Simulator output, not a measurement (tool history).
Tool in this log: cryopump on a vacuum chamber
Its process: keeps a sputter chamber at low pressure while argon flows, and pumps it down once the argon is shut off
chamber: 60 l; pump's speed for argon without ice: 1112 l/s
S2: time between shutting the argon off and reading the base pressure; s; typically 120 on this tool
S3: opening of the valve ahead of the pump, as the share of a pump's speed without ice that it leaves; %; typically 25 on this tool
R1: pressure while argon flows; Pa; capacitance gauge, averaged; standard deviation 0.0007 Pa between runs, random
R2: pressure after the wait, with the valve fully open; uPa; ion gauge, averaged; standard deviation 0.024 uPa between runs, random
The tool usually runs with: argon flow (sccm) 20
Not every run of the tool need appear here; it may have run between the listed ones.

run 1 hour=0.0 | argon_flow_(sccm)=20 S2=120 S3=25 | R1=0.1236 R2=1.97
run 2 hour=9.0 | argon_flow_(sccm)=20 S2=120 S3=25 | R1=0.1223 R2=1.99
run 3 hour=23.7 | argon_flow_(sccm)=20 S2=120 S3=25 | R1=0.1243 R2=1.97
run 4 hour=35.4 | argon_flow_(sccm)=20 S2=120 S3=25 | R1=0.1244 R2=2.07
run 5 hour=44.4 | argon_flow_(sccm)=20 S2=120 S3=25 | R1=0.1241 R2=2.03
run 6 hour=55.8 | argon_flow_(sccm)=20 S2=120 S3=25 | R1=0.1245 R2=2.04
run 7 hour=71.6 | argon_flow_(sccm)=20 S2=120 S3=25 | R1=0.1257 R2=2.05
run 8 hour=80.0 | argon_flow_(sccm)=20 S2=120 S3=25 | R1=0.1256 R2=2.02
run 9 hour=92.3 | argon_flow_(sccm)=20 S2=120 S3=25 | R1=0.1235 R2=2.12
run 10 hour=101.3 | argon_flow_(sccm)=20 S2=26 S3=25 | R1=0.1259 R2=4.19
run 11 hour=114.2 | argon_flow_(sccm)=19 S2=120 S3=25 | R1=0.1186 R2=2.12
run 12 hour=127.2 | argon_flow_(sccm)=10 S2=120 S3=25 | R1=0.0633 R2=2.14
run 13 hour=138.9 | argon_flow_(sccm)=10 S2=120 S3=25 | R1=0.0634 R2=2.17
run 14 hour=151.3 | argon_flow_(sccm)=12 S2=32 S3=20 | R1=0.0938 R2=3.62
run 15 hour=158.5 | argon_flow_(sccm)=8 S2=28 S3=20 | R1=0.0619 R2=4.05
run 16 hour=166.4 | argon_flow_(sccm)=8 S2=127 S3=20 | R1=0.0626 R2=2.25
run 17 hour=179.2 | argon_flow_(sccm)=8 S2=127 S3=20 | R1=0.0635 R2=2.19
run 18 hour=186.2 | argon_flow_(sccm)=12 S2=277 S3=40 | R1=0.0497 R2=1.92
run 19 hour=200.5 | argon_flow_(sccm)=12 S2=26 S3=57 | R1=0.0358 R2=4.22
run 20 hour=216.0 | argon_flow_(sccm)=12 S2=109 S3=25 | R1=0.0774 R2=2.30
run 21 hour=225.6 | argon_flow_(sccm)=12 S2=109 S3=25 | R1=0.0775 R2=2.35
run 22 hour=234.6 | argon_flow_(sccm)=12 S2=109 S3=25 | R1=0.0771 R2=2.30
run 23 hour=251.3 | argon_flow_(sccm)=20 S2=26 S3=20 | R1=0.1593 R2=4.36
run 24 hour=262.1 | argon_flow_(sccm)=20 S2=26 S3=20 | R1=0.1595 R2=4.47
run 25 hour=277.7 | argon_flow_(sccm)=20 S2=26 S3=20 | R1=0.1611 R2=4.41
run 26 hour=286.0 | argon_flow_(sccm)=20 S2=211 S3=27 | R1=0.1197 R2=2.13

5 ways to go on from here, each from the tool as it stands after run 26. What would each give?
run A hour=298.8 | argon_flow_(sccm)=10 S2=120 S3=25 | R1=? R2=?
run B hour=298.8 | argon_flow_(sccm)=20 S2=242 S3=18 | R1=? R2=?
run C hour=298.8 | argon_flow_(sccm)=10 S2=180 S3=25 | R1=? R2=?
run D hour=298.8 | argon_flow_(sccm)=20 S2=122 S3=25 | R1=? R2=?
run E hour=298.8 | argon_flow_(sccm)=20 S2=33 S3=24 | R1=? R2=?

run=A R1=0.0650 R2=2.48
run=B R1=0.1775 R2=2.07
run=C R1=0.0652 R2=2.20
run=D R1=0.1312 R2=2.34
run=E R1=0.1366 R2=3.94
Stripped of hidden state, with their random variation kept, the same runs would have yielded:
run=A R1=0.0607 R2=0.87
run=B R1=0.1689 R2=0.52
run=C R1=0.0609 R2=0.63
run=D R1=0.1226 R2=0.80
run=E R1=0.1279 R2=2.36
